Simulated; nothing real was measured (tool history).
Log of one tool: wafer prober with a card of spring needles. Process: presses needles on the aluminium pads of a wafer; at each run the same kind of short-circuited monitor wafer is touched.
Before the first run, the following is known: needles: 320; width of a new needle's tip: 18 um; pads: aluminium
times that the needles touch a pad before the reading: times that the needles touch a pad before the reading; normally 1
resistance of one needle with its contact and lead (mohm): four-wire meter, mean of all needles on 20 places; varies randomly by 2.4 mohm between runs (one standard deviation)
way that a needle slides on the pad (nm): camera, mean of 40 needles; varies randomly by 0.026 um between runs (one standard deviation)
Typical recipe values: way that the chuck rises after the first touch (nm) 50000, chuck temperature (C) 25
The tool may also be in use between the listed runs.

run,hour,way that the chuck rises after the first touch (nm),chuck temperature (C),times that the needles touch a pad before the reading,resistance of one needle with its contact and lead (mohm),way that a needle slides on the pad (nm)
1,0,50000,25,1,667,8310
# hour 2.8: tips cleaned on abrasive film
2,28.5,41000,25,1,839,6820
# hour 39.3: tips cleaned on abrasive film
# hour 72.9: tips cleaned on abrasive film
# hour 74: height of the first contact set anew
3,74,41000,25,1,348,7080
4,102.7,41000,25,1,841,7050
# hour 109.8: tips cleaned on abrasive film
5,129.8,41000,25,1,750,7070
# hour 146.2: tips cleaned on abrasive film
6,162.8,50000,25,2,456,8640
# hour 183.6: tips cleaned on abrasive film
7,188.3,39000,25,1,496,6700
# hour 220.2: tips cleaned on abrasive film
8,242.7,45000,25,1,698,7720
# hour 254.5: tips cleaned on abrasive film
9,273.9,45000,25,1,639,7660
# hour 290.6: tips cleaned on abrasive film
# hour 324.7: tips cleaned on abrasive film
10,325.1,45000,25,1,314,7660
# hour 360.3: tips cleaned on abrasive film
11,362.6,50000,25,1,360,8520
# hour 396.6: tips cleaned on abrasive film
12,413.2,50000,25,1,595,8430
# hour 432.9: tips cleaned on abrasive film
13,464.6,34000,37,2,785,5680
# hour 469.7: tips cleaned on abrasive film
# hour 504.9: tips cleaned on abrasive film
14,507.2,57000,25,1,347,9650
# hour 541.4: tips cleaned on abrasive film
15,561.8,57000,25,1,548,9610
# hour 576.6: tips cleaned on abrasive film
# hour 611.4: tips cleaned on abrasive film
16,611.7,50000,33,1,328,8370
# hour 646.3: tips cleaned on abrasive film
17,656.9,46000,25,1,588,7720
# hour 681.8: tips cleaned on abrasive film
18,689.3,34000,124,1,692,5580
# hour 718.5: tips cleaned on abrasive film
19,733.2,34000,124,1,874,5590
# hour 754.5: tips cleaned on abrasive film
20,775.5,51000,38,2,506,8490
# hour 788.6: tips cleaned on abrasive film
21,808.9,55000,89,1,545,9200
# hour 823.4: tips cleaned on abrasive film
# hour 837.3: height of the first contact set anew
22,850.1,55000,40,2,469,9460

Some steps in resistance of one needle with its contact and lead (mohm) between neighbouring runs. How much of each would the tool show without its hidden state too (settings, what came in, random variation), and how much is left for the hidden state, with any gauge scatter that isn't in both results?
Unlogged tool condition in this case: debris on the tips, nm; way that the needles fall short of the set height, um; tips' diameter, um; drift of the gauge itself on contact_mohm, %; drift of the gauge itself on scrub_um, %.
Run 2 -> 3: tips cleaned on abrasive film, tips cleaned on abrasive film, height of the first contact set anew. resistance of one needle with its contact and lead (mohm) -491: hidden state -492, all else +1.
Run 3 -> 4: settings left as they were, no log entry in between. resistance of one needle with its contact and lead (mohm) +493: hidden state +491, all else +2.
